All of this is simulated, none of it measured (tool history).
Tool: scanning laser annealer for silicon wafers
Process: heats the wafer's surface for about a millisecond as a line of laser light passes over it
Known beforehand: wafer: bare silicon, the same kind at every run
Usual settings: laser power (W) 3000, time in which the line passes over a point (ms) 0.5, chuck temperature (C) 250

run,hour,laser power (W),time in which the line passes over a point (ms),chuck temperature (C),highest temperature of the surface (C)
1,0,3000,0.5,250,1063
2,20.5,3000,0.5,250,1062
3,44.8,3000,0.399,250,984
4,65.2,3000,0.399,250,979
5,86.3,3000,0.399,250,980
6,97.4,2596,0.399,250,891
7,109.7,3203,0.5,250,1109
8,125.1,3203,0.5,250,1104
9,143.9,3203,0.578,250,1163
10,163.5,3203,0.578,234,1144
11,174.6,3203,0.578,234,1148
12,189.7,3203,0.578,234,1145
13,210.2,3203,0.578,269,1182
14,226.3,3000,0.454,250,1020
15,249.9,3000,0.454,250,1022
16,272.8,3000,0.543,250,1083
17,289.9,3000,0.5,250,1055
18,304.9,3000,0.5,250,1051
19,318.4,3000,0.5,250,1052
20,329.1,3000,0.598,250,1117
21,341.1,3000,0.598,250,1115
22,355.2,3134,0.512,267,1111
23,379.3,2917,0.552,219,1035
24,391.1,2733,0.427,264,950
# hour 394.5: window over the wafer cleaned
25,414.7,2675,0.524,264,992
26,434.3,2675,0.524,264,992
# hour 445.8: window over the wafer cleaned, once more
27,460.4,2632,0.383,222,857
28,470.7,2632,0.383,222,862
29,482.3,2632,0.383,222,863
30,504.7,2990,0.474,239,1027
31,525.7,2812,0.5,250,1010
32,546.7,3051,0.561,256,1118
33,570.3,3051,0.561,256,1118
34,593.5,2601,0.561,241,986
35,613.4,2878,0.5,216,989
36,635.3,2699,0.471,250,963
37,647.3,3274,0.471,217,1066
38,669.2,3274,0.471,217,1065
39,693.5,3274,0.468,217,1062
40,715,3274,0.468,217,1063
41,734.7,3274,0.358,288,1043
42,745.4,3274,0.358,288,1033

The logged runs with the hidden state left out (each run's random variation unchanged):
What the log doesn't record here: light that passes the window, % of a clean one's; laser's true power over the reading, %; width of the line over the set one, %; drift of the gauge itself on peak_c, C.
run,highest temperature of the surface (C)
1,1068
2,1068
3,990
4,985
5,987
6,897
7,1118
8,1114
9,1174
10,1156
11,1160
12,1158
13,1195
14,1031
15,1034
16,1097
17,1069
18,1065
19,1067
20,1133
21,1131
22,1128
23,1052
24,964
25,1014
26,1015
27,863
28,868
29,869
30,1035
31,1019
32,1129
33,1129
34,996
35,1001
36,974
37,1079
38,1080
39,1077
40,1079
41,1057
42,1048

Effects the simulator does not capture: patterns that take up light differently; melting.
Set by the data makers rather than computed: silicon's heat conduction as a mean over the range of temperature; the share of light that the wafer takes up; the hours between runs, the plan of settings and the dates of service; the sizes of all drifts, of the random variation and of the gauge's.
